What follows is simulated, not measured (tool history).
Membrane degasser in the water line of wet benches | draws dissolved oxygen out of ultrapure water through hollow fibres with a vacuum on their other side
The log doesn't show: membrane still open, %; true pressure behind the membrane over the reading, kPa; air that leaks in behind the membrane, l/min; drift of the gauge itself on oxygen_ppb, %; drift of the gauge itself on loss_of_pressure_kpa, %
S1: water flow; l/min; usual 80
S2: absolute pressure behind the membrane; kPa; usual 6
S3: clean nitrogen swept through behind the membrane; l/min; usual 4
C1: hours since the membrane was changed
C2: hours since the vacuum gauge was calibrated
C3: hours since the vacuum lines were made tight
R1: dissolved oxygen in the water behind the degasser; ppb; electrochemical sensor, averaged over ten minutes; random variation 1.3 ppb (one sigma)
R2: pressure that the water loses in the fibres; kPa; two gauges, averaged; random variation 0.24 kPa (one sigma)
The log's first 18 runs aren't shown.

run	hour	S1	S2	S3	C1	C2	C3	R1	R2
19	884.1	122	5.54	4	2531	1890	5655	200	96.04
20	935.5	122	5.54	4	2582	1941	5706	200.9	96.22
21	969.6	122	5.54	4	2617	1975	5740	196.4	96.51
22	1024	122	5.54	4.89	2671	2030	5795	175.5	96.24
23	1066.3	103	7.68	4.89	2713	2072	5837	227.8	81.22
24	1127.8	84	9.5	4	2775	2133	5899	289.9	66.2
25	1167.6	84	9.5	4	2815	2173	5938	294	66.19
26	1218.8	72	10.95	7.97	2866	2224	5990	168.4	56.81
27	1249.4	91	3.69	2.28	2896	2255	6020	51.4	71.81
28	1275.8	61	3.69	2.28	2923	2282	6047	27.5	48.79
29	1304.3	80	14.46	4	2951	2310	6075	475.9	63.36
30	1367.9	95	4.94	4	3015	2374	6139	106	74.98

5 ways to go on from here, each from the tool as it stands after run 30. What would each give?
A	1425.1	95	3.84	4	3072	2431	6196	?	?
B	1425.1	83	4.48	1.83	3072	2431	6196	?	?
C	1425.1	51	4.94	4	3072	2431	6196	?	?
D	1425.1	80	14.1	10.15	3072	2431	6196	?	?
E	1425.1	80	4.37	4	3072	2431	6196	?	?

run	R1	R2
A	51	75.25
B	118	65.64
C	51	40.32
D	205.7	63.34
E	57.9	63.59
Without the tool's hidden state the same runs would have given:
run	R1	R2
A	51.1	74.05
B	120.3	64.6
C	51.9	39.68
D	205	62.33
E	58.6	62.58
